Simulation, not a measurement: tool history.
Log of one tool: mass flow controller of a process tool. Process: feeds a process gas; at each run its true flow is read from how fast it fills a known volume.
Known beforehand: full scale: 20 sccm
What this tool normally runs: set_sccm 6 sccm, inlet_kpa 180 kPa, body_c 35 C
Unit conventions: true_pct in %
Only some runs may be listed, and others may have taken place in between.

| run | hour | set_sccm | inlet_kpa | body_c | true_pct |
|---|---|---|---|---|---|
| 1 | 0 | 6 | 180 | 35 | 95.39 |
| 2 | 158.5 | 6 | 180 | 26 | 96.22 |
| 3 | 313.4 | 6 | 180 | 26 | 96.04 |
| 4 | 465 | 6 | 265 | 35 | 94.87 |
| 5 | 739.5 | 6 | 180 | 29 | 95.67 |
| 6 | 995.8 | 6 | 188 | 35 | 95.01 |
| 7 | 1219.8 | 6 | 164 | 35 | 94.87 |
| 8 | 1479.2 | 6 | 164 | 35 | 94.79 |
| 9 | 1771.1 | 5 | 180 | 35 | 94.43 |
| 10 | 1928.2 | 6 | 180 | 35 | 94.77 |
| 11 | 2161.8 | 6 | 180 | 35 | 94.48 |
| 12 | 2445.3 | 6 | 180 | 35 | 94.38 |
| 13 | 2614.6 | 2 | 180 | 35 | 91.54 |
| 14 | 2825.3 | 2 | 180 | 35 | 91.45 |
| 15 | 3007.9 | 2 | 180 | 35 | 91.34 |
| 16 | 3201.1 | 2 | 180 | 35 | 91.17 |
|  | 3333.2 | controller exchanged for a calibrated one |
| 17 | 3473.6 | 2 | 180 | 26 | 98.02 |
| 18 | 3759.5 | 3 | 247 | 27 | 97.55 |
| 19 | 3924.2 | 3 | 247 | 27 | 97.43 |
| 20 | 4141.1 | 3 | 188 | 27 | 97.36 |
| 21 | 4385 | 3 | 188 | 27 | 97.37 |
| 22 | 4673 | 3 | 188 | 27 | 97.12 |
| 23 | 4822.5 | 2 | 218 | 25 | 96.73 |
| 24 | 4967 | 6 | 180 | 24 | 97.82 |
| 25 | 5094.3 | 20 | 152 | 35 | 98.44 |
| 26 | 5230.8 | 13 | 255 | 29 | 97.85 |
| 27 | 5467.6 | 16 | 180 | 21 | 99.08 |
| 28 | 5646.7 | 16 | 180 | 21 | 98.94 |
| 29 | 5913.1 | 16 | 180 | 21 | 98.72 |

For some of the steps in true_pct from one run to the next: how much would appear even if the tool had no hidden state, given the settings, what came in and random variation, and how much remains for the hidden state plus any gauge scatter that the measured result and the result without hidden state don't share?
Unlogged tool condition in this case: flow at rest that the sensor doesn't see, % of full scale; true flow over the shown one, %; drift of the gauge itself on true_pct, %.
Run 12 -> 13: set_sccm 6 -> 2. true_pct -2.84 %: hidden state -2.28, all else -0.56.
Run 16 -> 17: body_c 35 -> 26, controller exchanged for a calibrated one. true_pct +6.85 %: hidden state +5.93, all else +0.92.
